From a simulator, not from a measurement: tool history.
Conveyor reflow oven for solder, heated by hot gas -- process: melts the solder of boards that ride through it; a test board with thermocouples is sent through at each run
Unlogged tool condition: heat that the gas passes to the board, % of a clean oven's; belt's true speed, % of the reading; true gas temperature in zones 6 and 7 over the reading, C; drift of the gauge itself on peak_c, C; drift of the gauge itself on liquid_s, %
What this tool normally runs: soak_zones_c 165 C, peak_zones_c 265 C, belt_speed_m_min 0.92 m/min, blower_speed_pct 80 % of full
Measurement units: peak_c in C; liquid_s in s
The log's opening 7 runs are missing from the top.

| run | day | soak_zones_c | peak_zones_c | belt_speed_m_min | blower_speed_pct | hours of work since the flux was cleaned out | hours of work since the belt drive was overhauled | hours of work since the thermocouples were changed | peak_c | liquid_s |
|---|---|---|---|---|---|---|---|---|---|---|
| 8 | 4.496 | 165 | 265 | 0.92 | 80 | 92 | 395 | 519 | 248.6 | 35.5 |
| 9 | 4.908 | 165 | 265 | 0.92 | 80 | 97 | 400 | 524 | 248.4 | 35.3 |
| 10 | 5.492 | 165 | 265 | 0.92 | 80 | 104 | 407 | 531 | 248.3 | 35.6 |
| 11 | 6.075 | 165 | 265 | 0.92 | 80 | 112 | 414 | 538 | 248.1 | 35.5 |
| 12 | 6.871 | 165 | 265 | 0.92 | 80 | 121 | 424 | 548 | 248.4 | 35.7 |
| 13 | 7.308 | 165 | 265 | 0.92 | 80 | 127 | 429 | 553 | 248 | 35.2 |
|  | 7.529 | belt drive overhauled, speed set with a stopwatch |
| 14 | 8.225 | 165 | 265 | 0.967 | 80 | 136 | 9 | 563 | 246.7 | 32.4 |
| 15 | 8.7 | 165 | 265 | 1.063 | 80 | 142 | 14 | 568 | 243.1 | 27.2 |
| 16 | 9.338 | 177 | 265 | 0.92 | 89 | 150 | 22 | 576 | 251 | 39.7 |
|  | 9.596 | belt drive overhauled, speed set with a stopwatch, once more |
| 17 | 10.188 | 172 | 273 | 0.809 | 57 | 158 | 7 | 585 | 255.6 | 45.9 |
| 18 | 10.533 | 168 | 277 | 0.809 | 57 | 162 | 11 | 589 | 258.7 | 46.4 |
| 19 | 10.921 | 168 | 277 | 0.937 | 57 | 167 | 16 | 594 | 253.8 | 37.1 |
| 20 | 11.733 | 168 | 277 | 0.937 | 57 | 177 | 26 | 604 | 253.9 | 37.2 |
| 21 | 12.479 | 150 | 280 | 0.825 | 57 | 186 | 35 | 613 | 258 | 40.9 |
| 22 | 12.971 | 150 | 280 | 0.825 | 57 | 192 | 42 | 619 | 257.9 | 41 |
| 23 | 13.317 | 160 | 280 | 0.952 | 67 | 197 | 46 | 623 | 256.1 | 36.2 |
| 24 | 14.025 | 160 | 280 | 0.952 | 67 | 205 | 54 | 632 | 256.4 | 36 |
| 25 | 14.433 | 154 | 266 | 0.92 | 80 | 210 | 60 | 637 | 246.6 | 32.3 |
| 26 | 15.012 | 154 | 266 | 0.92 | 80 | 217 | 67 | 644 | 246.4 | 32 |
| 27 | 15.608 | 165 | 265 | 0.807 | 80 | 225 | 74 | 651 | 251.2 | 42.9 |
|  | 16.317 | thermocouples of zones 6 and 7 changed |
| 28 | 16.317 | 165 | 265 | 0.807 | 80 | 232 | 82 | 0 | 252.9 | 43.8 |
| 29 | 16.662 | 165 | 259 | 0.832 | 80 | 237 | 86 | 4 | 246.8 | 38.8 |

The next listed run, before its measurement:
| 30 | 17.067 | 165 | 259 | 0.832 | 70 | 242 | 91 | 9 | ? | ? |

Run 30 came out at peak_c 245.2 C, liquid_s 37.8 s.
Without the tool's hidden state the same run would have given peak_c 246.2 C, liquid_s 38.6 s.
